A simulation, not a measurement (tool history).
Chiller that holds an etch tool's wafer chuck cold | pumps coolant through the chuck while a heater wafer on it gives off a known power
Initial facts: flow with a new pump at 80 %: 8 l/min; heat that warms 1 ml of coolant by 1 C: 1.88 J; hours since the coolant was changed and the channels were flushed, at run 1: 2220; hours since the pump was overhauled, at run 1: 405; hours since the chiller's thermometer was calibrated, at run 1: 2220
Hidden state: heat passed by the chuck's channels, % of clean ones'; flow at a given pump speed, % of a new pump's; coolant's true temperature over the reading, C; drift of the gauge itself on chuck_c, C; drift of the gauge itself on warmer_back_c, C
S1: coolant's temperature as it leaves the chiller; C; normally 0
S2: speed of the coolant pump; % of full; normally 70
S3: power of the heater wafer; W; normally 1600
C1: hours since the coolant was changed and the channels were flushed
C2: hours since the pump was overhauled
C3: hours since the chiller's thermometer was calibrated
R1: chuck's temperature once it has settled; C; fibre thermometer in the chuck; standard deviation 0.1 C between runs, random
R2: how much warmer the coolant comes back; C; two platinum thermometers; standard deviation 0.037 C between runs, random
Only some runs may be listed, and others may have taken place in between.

run	hour	S1	S2	S3	C1	C2	C3	R1	R2
1	0	0	70	1600	2220	405	2220	17.6	7.29
2	78.9	0	70	1600	2299	484	2299	17.7	7.23
3	185.7	0	70	1600	2406	591	2406	17.5	7.18
4	318.8	0	70	1600	2539	724	2539	17.5	7.31
5	463.3	0	69	1600	2683	869	2683	17.7	7.43
6	585.8	0	62	1600	2806	991	2806	19.4	8.2
7	671.9	0	70	1500	2892	1077	2892	16.5	6.8
8	756.3	0	98	1600	2976	1162	2976	13.6	5.21
9	894.6	0	98	1600	3115	1300	3115	13.7	5.21
10	1028.7	0	98	1600	3249	1434	3249	13.7	5.19
11	1100.4	0	98	1600	3320	1506	3320	13.7	5.22
12	1174.5	-9	70	1600	3395	1580	3395	8.6	7.27
13	1265.8	-9	70	1600	3486	1671	3486	8.5	7.32
14	1392.7	0	70	1442	3613	1798	3613	15.8	6.5

Estimate the outcome of run 15 from the log above:
15	1515.6	0	70	1442	3736	1921	3736	?	?

{"run 15": {"R1": 15.8, "R2": 6.55}}
Were there no unlogged condition in the tool, this run, its random variation unchanged, would have produced R1 15.8 C, R2 6.55 C.

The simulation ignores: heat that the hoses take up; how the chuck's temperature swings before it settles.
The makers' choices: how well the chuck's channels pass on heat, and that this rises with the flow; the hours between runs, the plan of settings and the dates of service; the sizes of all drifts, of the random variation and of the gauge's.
